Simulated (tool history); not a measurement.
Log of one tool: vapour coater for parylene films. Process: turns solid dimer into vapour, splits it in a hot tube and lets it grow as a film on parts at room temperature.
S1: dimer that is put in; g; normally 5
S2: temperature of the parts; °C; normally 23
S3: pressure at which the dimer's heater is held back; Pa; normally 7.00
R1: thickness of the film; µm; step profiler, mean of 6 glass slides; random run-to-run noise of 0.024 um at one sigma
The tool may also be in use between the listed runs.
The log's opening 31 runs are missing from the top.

run 32 hour=651.2 | S1=9 S2=28 S3=4.56 | R1=2.69
run 33 hour=672.1 | S1=9 S2=28 S3=4.56 | R1=2.68
run 34 hour=689.7 | S1=9 S2=28 S3=4.56 | R1=2.65
run 35 hour=713.1 | S1=4 S2=22 S3=10.05 | R1=1.11
run 36 hour=740.3 | S1=5 S2=24 S3=10.27 | R1=1.30
run 37 hour=752.4 | S1=3 S2=23 S3=9.94 | R1=0.81
run 38 hour=765.1 | S1=3 S2=23 S3=9.94 | R1=0.81
run 39 hour=777.3 | S1=3 S2=23 S3=9.94 | R1=0.77
run 40 hour=792.4 | S1=7 S2=18 S3=5.40 | R1=2.44

Forecast each of these 4 alternatives for the next run:
run A hour=805.7 | S1=5 S2=23 S3=9.46 | R1=?
run B hour=805.7 | S1=4 S2=26 S3=7.57 | R1=?
run C hour=805.7 | S1=2 S2=15 S3=8.26 | R1=?
run D hour=805.7 | S1=6 S2=16 S3=7.68 | R1=?

run=A R1=1.32
run=B R1=1.07
run=C R1=0.66
run=D R1=2.01
Without the tool's hidden state the same runs would have given:
run=A R1=1.53
run=B R1=1.24
run=C R1=0.77
run=D R1=2.33
